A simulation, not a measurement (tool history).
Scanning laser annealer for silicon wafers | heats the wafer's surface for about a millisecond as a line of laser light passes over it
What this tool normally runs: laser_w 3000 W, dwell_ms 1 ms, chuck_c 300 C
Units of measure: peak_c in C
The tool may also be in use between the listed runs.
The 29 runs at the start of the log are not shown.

run,hour,laser_w,dwell_ms,chuck_c,peak_c
30,276.7,2771,0.85,327,918
31,289.1,3107,0.77,308,954
32,301.8,3107,0.77,308,952
33,307.5,3107,0.77,308,951
34,316.3,3273,0.93,293,1063
35,322,3297,0.93,293,1075
36,330.5,3297,0.93,293,1075
37,337.1,3297,0.93,293,1072
38,349.4,3000,1.15,303,1082
39,359.5,2571,0.97,303,875
40,366.3,2571,0.97,303,874
41,374.4,2747,0.71,300,816
42,386,3198,0.79,297,971

What if the next run were any one of these 3? Each begins from the tool's condition after run 42:
A,397.4,2845,0.79,327,?
B,397.4,3110,1.24,295,?
C,397.4,2779,1.09,293,?

run,peak_c
A,905
B,1145
C,969
The same runs, with their run-to-run variation unchanged, on a tool lacking any hidden condition would have given:
run,peak_c
A,936
B,1191
C,1006

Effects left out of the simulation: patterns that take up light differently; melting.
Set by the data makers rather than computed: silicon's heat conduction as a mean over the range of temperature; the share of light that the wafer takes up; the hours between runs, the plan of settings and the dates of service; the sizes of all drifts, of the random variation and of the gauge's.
